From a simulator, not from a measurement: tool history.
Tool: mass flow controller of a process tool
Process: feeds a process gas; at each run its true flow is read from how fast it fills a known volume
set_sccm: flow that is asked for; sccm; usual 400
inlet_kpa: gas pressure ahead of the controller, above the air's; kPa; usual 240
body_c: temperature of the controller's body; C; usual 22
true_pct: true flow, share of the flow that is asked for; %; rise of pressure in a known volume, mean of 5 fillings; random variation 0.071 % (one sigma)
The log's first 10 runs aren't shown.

| run | day | set_sccm | inlet_kpa | body_c | hours of work since the controller was set to zero | hours of work since the controller was changed | true_pct |
|---|---|---|---|---|---|---|---|
| 11 | 24.7 | 400 | 271 | 25 | 1662 | 1662 | 100.83 |
| 12 | 26.529 | 400 | 271 | 25 | 1695 | 1695 | 100.71 |
| 13 | 28.508 | 400 | 240 | 22 | 1730 | 1730 | 101.18 |
| 14 | 31.325 | 400 | 240 | 22 | 1781 | 1781 | 101.1 |
| 15 | 33.721 | 400 | 240 | 22 | 1824 | 1824 | 101.06 |
| 16 | 35.783 | 400 | 240 | 22 | 1861 | 1861 | 101.13 |
| 17 | 37.342 | 400 | 240 | 22 | 1889 | 1889 | 101.13 |
| 18 | 39.496 | 400 | 240 | 22 | 1928 | 1928 | 101.21 |
| 19 | 41.671 | 400 | 195 | 22 | 1967 | 1967 | 101.51 |
|  | 41.879 | controller's zero set anew |
| 20 | 43.325 | 77 | 195 | 38 | 26 | 1997 | 104.29 |
| 21 | 45.333 | 166 | 237 | 27 | 62 | 2033 | 102.2 |
|  | 48.2 | controller's zero set anew, once more |
| 22 | 48.258 | 146 | 143 | 38 | 1 | 2085 | 99.67 |
| 23 | 50.933 | 146 | 143 | 38 | 49 | 2133 | 99.84 |
| 24 | 52.654 | 400 | 196 | 22 | 80 | 2164 | 100.79 |
| 25 | 54.546 | 80 | 231 | 22 | 114 | 2199 | 100.63 |
| 26 | 56.721 | 238 | 174 | 20 | 153 | 2238 | 101.03 |
| 27 | 58.496 | 238 | 174 | 20 | 185 | 2270 | 101.21 |

Forecast run 28:
| 28 | 60.3 | 238 | 174 | 20 | 218 | 2302 | ? |

true_pct: 100.96 %
Without the tool's hidden state the same run would have given true_pct 100.08 %.

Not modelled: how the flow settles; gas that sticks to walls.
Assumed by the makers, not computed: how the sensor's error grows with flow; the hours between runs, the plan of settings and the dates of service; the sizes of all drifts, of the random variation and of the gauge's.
